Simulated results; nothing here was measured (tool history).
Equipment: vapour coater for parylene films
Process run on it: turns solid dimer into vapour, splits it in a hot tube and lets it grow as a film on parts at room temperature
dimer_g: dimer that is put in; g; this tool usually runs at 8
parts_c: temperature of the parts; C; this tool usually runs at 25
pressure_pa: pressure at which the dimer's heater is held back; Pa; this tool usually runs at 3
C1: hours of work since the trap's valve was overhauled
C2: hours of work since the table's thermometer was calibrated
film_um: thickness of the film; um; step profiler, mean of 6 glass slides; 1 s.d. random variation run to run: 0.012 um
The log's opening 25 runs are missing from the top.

run 26 hour=1216 | dimer_g=5 parts_c=25 pressure_pa=3 | C1=102 C2=1433 | film_um=0.79
run 27 hour=1267.8 | dimer_g=5 parts_c=30 pressure_pa=3 | C1=126 C2=1457 | film_um=0.63
run 28 hour=1326.7 | dimer_g=5 parts_c=26 pressure_pa=3.59 | C1=154 C2=1484 | film_um=0.73
run 29 hour=1375.1 | dimer_g=8 parts_c=25 pressure_pa=3.96 | C1=176 C2=1506 | film_um=1.19
run 30 hour=1435.9 | dimer_g=5 parts_c=25 pressure_pa=3 | C1=204 C2=1535 | film_um=0.76
run 31 hour=1499.7 | dimer_g=5 parts_c=25 pressure_pa=3.28 | C1=234 C2=1564 | film_um=0.77
run 32 hour=1561.9 | dimer_g=5 parts_c=25 pressure_pa=2.2 | C1=263 C2=1593 | film_um=0.75
run 33 hour=1600.9 | dimer_g=8 parts_c=34 pressure_pa=11.28 | C1=281 C2=1611 | film_um=0.72
run 34 hour=1636.8 | dimer_g=5 parts_c=18 pressure_pa=8.49 | C1=298 C2=1628 | film_um=0.95
run 35 hour=1697.1 | dimer_g=6 parts_c=24 pressure_pa=3.94 | C1=325 C2=1656 | film_um=0.9
run 36 hour=1724.6 | dimer_g=6 parts_c=25 pressure_pa=4.97 | C1=338 C2=1668 | film_um=0.86
run 37 hour=1769.2 | dimer_g=8 parts_c=27 pressure_pa=5.16 | C1=359 C2=1689 | film_um=1
-- hour=1773 table's thermometer calibrated
run 38 hour=1805.3 | dimer_g=6 parts_c=25 pressure_pa=3 | C1=375 C2=15 | film_um=0.9
run 39 hour=1866 | dimer_g=3 parts_c=25 pressure_pa=3 | C1=403 C2=43 | film_um=0.45
-- hour=1893 trap's valve overhauled
run 40 hour=1918.8 | dimer_g=3 parts_c=33 pressure_pa=3 | C1=12 C2=66 | film_um=0.36
run 41 hour=1971.4 | dimer_g=3 parts_c=33 pressure_pa=3 | C1=36 C2=90 | film_um=0.34
run 42 hour=2004.3 | dimer_g=3 parts_c=23 pressure_pa=3.38 | C1=52 C2=105 | film_um=0.53
run 43 hour=2042.5 | dimer_g=3 parts_c=30 pressure_pa=3.67 | C1=69 C2=123 | film_um=0.41
run 44 hour=2106.5 | dimer_g=4 parts_c=32 pressure_pa=3.52 | C1=99 C2=153 | film_um=0.48
run 45 hour=2164.1 | dimer_g=4 parts_c=30 pressure_pa=3 | C1=126 C2=180 | film_um=0.52
run 46 hour=2204.9 | dimer_g=8 parts_c=30 pressure_pa=3 | C1=145 C2=198 | film_um=1.02

Branching from run 46: 3 alternative next runs. What would each branch give?
run A hour=2248.6 | dimer_g=12 parts_c=30 pressure_pa=6.64 | C1=165 C2=219 | film_um=?
run B hour=2248.6 | dimer_g=8 parts_c=23 pressure_pa=2.74 | C1=165 C2=219 | film_um=?
run C hour=2248.6 | dimer_g=8 parts_c=22 pressure_pa=10.64 | C1=165 C2=219 | film_um=?

run=A film_um=1.47
run=B film_um=1.43
run=C film_um=1.35
Stripped of hidden state, with their random variation kept, the same runs would have yielded:
run=A film_um=1.55
run=B film_um=1.51
run=C film_um=1.42
